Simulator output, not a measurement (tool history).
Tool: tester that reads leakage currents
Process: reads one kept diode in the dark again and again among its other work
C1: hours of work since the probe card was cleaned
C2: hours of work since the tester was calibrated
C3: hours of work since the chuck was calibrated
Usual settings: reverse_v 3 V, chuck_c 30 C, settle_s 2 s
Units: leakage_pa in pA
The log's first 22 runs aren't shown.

{"run": 23, "hour": 766.6, "reverse_v": 4.98, "chuck_c": 20, "settle_s": 1.49, "C1": 207, "C2": 335, "C3": 38, "leakage_pa": 21.99}
{"run": 24, "hour": 791.8, "reverse_v": 4.98, "chuck_c": 20, "settle_s": 1.49, "C1": 217, "C2": 345, "C3": 49, "leakage_pa": 22.16}
{"run": 25, "hour": 831.8, "reverse_v": 3, "chuck_c": 25, "settle_s": 6.59, "C1": 233, "C2": 362, "C3": 65, "leakage_pa": 22.43}
{"run": 26, "hour": 860.7, "reverse_v": 3, "chuck_c": 48, "settle_s": 0.75, "C1": 245, "C2": 373, "C3": 77, "leakage_pa": 122.18}
{"run": 27, "hour": 891.8, "reverse_v": 3, "chuck_c": 48, "settle_s": 5.86, "C1": 258, "C2": 386, "C3": 89, "leakage_pa": 120.06}
{"run": 28, "hour": 936.3, "reverse_v": 1.36, "chuck_c": 28, "settle_s": 4.13, "C1": 276, "C2": 404, "C3": 108, "leakage_pa": 17.56}
{"run": 29, "hour": 979.9, "reverse_v": 1.36, "chuck_c": 33, "settle_s": 4.13, "C1": 294, "C2": 422, "C3": 125, "leakage_pa": 25.47}
{"run": 30, "hour": 1029.8, "reverse_v": 1.36, "chuck_c": 33, "settle_s": 4.13, "C1": 314, "C2": 442, "C3": 146, "leakage_pa": 25.51}
{"run": 31, "hour": 1068.6, "reverse_v": 1.36, "chuck_c": 33, "settle_s": 4.13, "C1": 330, "C2": 458, "C3": 162, "leakage_pa": 25.65}
{"run": 32, "hour": 1102.6, "reverse_v": 1.36, "chuck_c": 39, "settle_s": 4.13, "C1": 344, "C2": 472, "C3": 176, "leakage_pa": 39.84}
{"run": 33, "hour": 1151.4, "reverse_v": 1.21, "chuck_c": 32, "settle_s": 1.19, "C1": 364, "C2": 492, "C3": 195, "leakage_pa": 22.53}
{"run": 34, "hour": 1173.9, "reverse_v": 1.21, "chuck_c": 26, "settle_s": 1.19, "C1": 373, "C2": 501, "C3": 205, "leakage_pa": 14.42}

Forecast each of these 3 alternatives for the next run:
{"run": "A", "hour": 1196.1, "reverse_v": 1.21, "chuck_c": 26, "settle_s": 0.39, "C1": 382, "C2": 510, "C3": 214, "leakage_pa": "?"}
{"run": "B", "hour": 1196.1, "reverse_v": 13.04, "chuck_c": 39, "settle_s": 2, "C1": 382, "C2": 510, "C3": 214, "leakage_pa": "?"}
{"run": "C", "hour": 1196.1, "reverse_v": 17.14, "chuck_c": 26, "settle_s": 1.19, "C1": 382, "C2": 510, "C3": 214, "leakage_pa": "?"}

run=A leakage_pa=15.14
run=B leakage_pa=159.23
run=C leakage_pa=82.47
Without the tool's hidden state the same runs would have given:
run=A leakage_pa=14.23
run=B leakage_pa=149.42
run=C leakage_pa=68.83
